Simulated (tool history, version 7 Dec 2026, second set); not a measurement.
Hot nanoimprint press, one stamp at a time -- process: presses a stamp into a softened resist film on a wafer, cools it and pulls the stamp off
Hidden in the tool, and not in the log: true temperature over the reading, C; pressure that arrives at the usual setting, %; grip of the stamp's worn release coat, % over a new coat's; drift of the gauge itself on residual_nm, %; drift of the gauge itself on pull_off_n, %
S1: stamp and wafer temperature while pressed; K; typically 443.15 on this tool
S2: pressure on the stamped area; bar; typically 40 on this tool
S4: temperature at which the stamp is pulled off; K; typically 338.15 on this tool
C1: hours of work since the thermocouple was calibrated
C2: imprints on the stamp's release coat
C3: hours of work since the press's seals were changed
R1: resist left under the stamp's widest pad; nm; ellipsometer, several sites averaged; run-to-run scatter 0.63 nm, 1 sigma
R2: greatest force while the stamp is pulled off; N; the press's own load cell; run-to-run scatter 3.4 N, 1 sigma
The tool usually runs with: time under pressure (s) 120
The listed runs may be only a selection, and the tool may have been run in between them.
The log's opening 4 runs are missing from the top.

{"run": 5, "day": 1.292, "S1": 438.15, "S2": 40, "time under pressure (s)": 120, "S4": 338.15, "C1": 368, "C2": 426, "C3": 85, "R1": 200.4, "R2": 197}
{"run": 6, "day": 1.546, "S1": 438.15, "S2": 40, "time under pressure (s)": 120, "S4": 338.15, "C1": 371, "C2": 449, "C3": 89, "R1": 198.9, "R2": 198}
{"run": 7, "day": 1.862, "S1": 438.15, "S2": 40, "time under pressure (s)": 120, "S4": 338.15, "C1": 376, "C2": 477, "C3": 93, "R1": 199.7, "R2": 190}
{"run": 8, "day": 2.038, "S1": 438.15, "S2": 40, "time under pressure (s)": 120, "S4": 338.15, "C1": 379, "C2": 493, "C3": 96, "R1": 200.7, "R2": 193}
{"run": 9, "day": 2.258, "S1": 443.15, "S2": 40, "time under pressure (s)": 97, "S4": 338.15, "C1": 382, "C2": 512, "C3": 99, "R1": 187.8, "R2": 198}
{"run": 10, "day": 2.567, "S1": 443.15, "S2": 40, "time under pressure (s)": 158, "S4": 338.15, "C1": 387, "C2": 539, "C3": 104, "R1": 159.2, "R2": 200}
{"run": 11, "day": 2.792, "S1": 443.15, "S2": 40, "time under pressure (s)": 158, "S4": 338.15, "C1": 390, "C2": 560, "C3": 107, "R1": 159.1, "R2": 192}
{"run": 12, "day": 3.071, "S1": 443.15, "S2": 40, "time under pressure (s)": 158, "S4": 338.15, "C1": 394, "C2": 584, "C3": 111, "R1": 159.3, "R2": 198}
{"day": 3.458, "done": "plate thermocouple calibrated"}
{"run": 13, "day": 3.496, "S1": 443.15, "S2": 40, "time under pressure (s)": 84, "S4": 338.15, "C1": 1, "C2": 611, "C3": 116, "R1": 202, "R2": 198}
{"run": 14, "day": 3.858, "S1": 443.15, "S2": 40, "time under pressure (s)": 84, "S4": 338.15, "C1": 6, "C2": 643, "C3": 121, "R1": 199.7, "R2": 210}
{"run": 15, "day": 4.225, "S1": 443.15, "S2": 25.3, "time under pressure (s)": 120, "S4": 338.15, "C1": 11, "C2": 676, "C3": 127, "R1": 218, "R2": 214}
{"run": 16, "day": 4.471, "S1": 449.15, "S2": 25.3, "time under pressure (s)": 88, "S4": 339.15, "C1": 15, "C2": 697, "C3": 130, "R1": 208.9, "R2": 213}
{"run": 17, "day": 4.783, "S1": 448.15, "S2": 27.3, "time under pressure (s)": 208, "S4": 342.15, "C1": 20, "C2": 725, "C3": 135, "R1": 156.4, "R2": 194}
{"run": 18, "day": 5.133, "S1": 443.15, "S2": 47.2, "time under pressure (s)": 120, "S4": 340.15, "C1": 25, "C2": 756, "C3": 140, "R1": 165.7, "R2": 206}
{"run": 19, "day": 5.338, "S1": 443.15, "S2": 47.2, "time under pressure (s)": 120, "S4": 340.15, "C1": 28, "C2": 774, "C3": 143, "R1": 165.9, "R2": 212}
{"run": 20, "day": 5.596, "S1": 443.15, "S2": 47.2, "time under pressure (s)": 120, "S4": 340.15, "C1": 32, "C2": 797, "C3": 147, "R1": 165.5, "R2": 212}
{"run": 21, "day": 5.892, "S1": 443.15, "S2": 47.2, "time under pressure (s)": 120, "S4": 340.15, "C1": 36, "C2": 823, "C3": 151, "R1": 165.7, "R2": 216}
{"run": 22, "day": 6.233, "S1": 443.15, "S2": 37.6, "time under pressure (s)": 68, "S4": 338.15, "C1": 41, "C2": 854, "C3": 157, "R1": 218.6, "R2": 223}
{"run": 23, "day": 6.412, "S1": 443.15, "S2": 37.6, "time under pressure (s)": 68, "S4": 338.15, "C1": 44, "C2": 869, "C3": 159, "R1": 218.8, "R2": 216}
{"run": 24, "day": 6.638, "S1": 443.15, "S2": 37.6, "time under pressure (s)": 68, "S4": 338.15, "C1": 47, "C2": 889, "C3": 163, "R1": 219.2, "R2": 221}
{"run": 25, "day": 6.967, "S1": 445.15, "S2": 26.6, "time under pressure (s)": 68, "S4": 338.15, "C1": 52, "C2": 919, "C3": 167, "R1": 239, "R2": 230}
{"run": 26, "day": 7.158, "S1": 451.15, "S2": 40, "time under pressure (s)": 118, "S4": 338.15, "C1": 55, "C2": 936, "C3": 170, "R1": 147.1, "R2": 231}
{"run": 27, "day": 7.321, "S1": 451.15, "S2": 34, "time under pressure (s)": 111, "S4": 323.15, "C1": 58, "C2": 950, "C3": 173, "R1": 163, "R2": 295}
{"run": 28, "day": 7.65, "S1": 440.15, "S2": 34, "time under pressure (s)": 111, "S4": 323.15, "C1": 62, "C2": 979, "C3": 178, "R1": 211.4, "R2": 296}
{"run": 29, "day": 7.896, "S1": 439.15, "S2": 61.9, "time under pressure (s)": 120, "S4": 328.15, "C1": 66, "C2": 1001, "C3": 181, "R1": 162.4, "R2": 278}

Estimate the outcome of run 30 from the log above:
{"run": 30, "day": 8.108, "S1": 439.15, "S2": 61.9, "time under pressure (s)": 120, "S4": 328.15, "C1": 69, "C2": 1020, "C3": 184, "R1": "?", "R2": "?"}

Logged for run 30: R1 162.6 nm, R2 284 N.
Without the tool's hidden state the same run would have given R1 161.5 nm, R2 198 N.
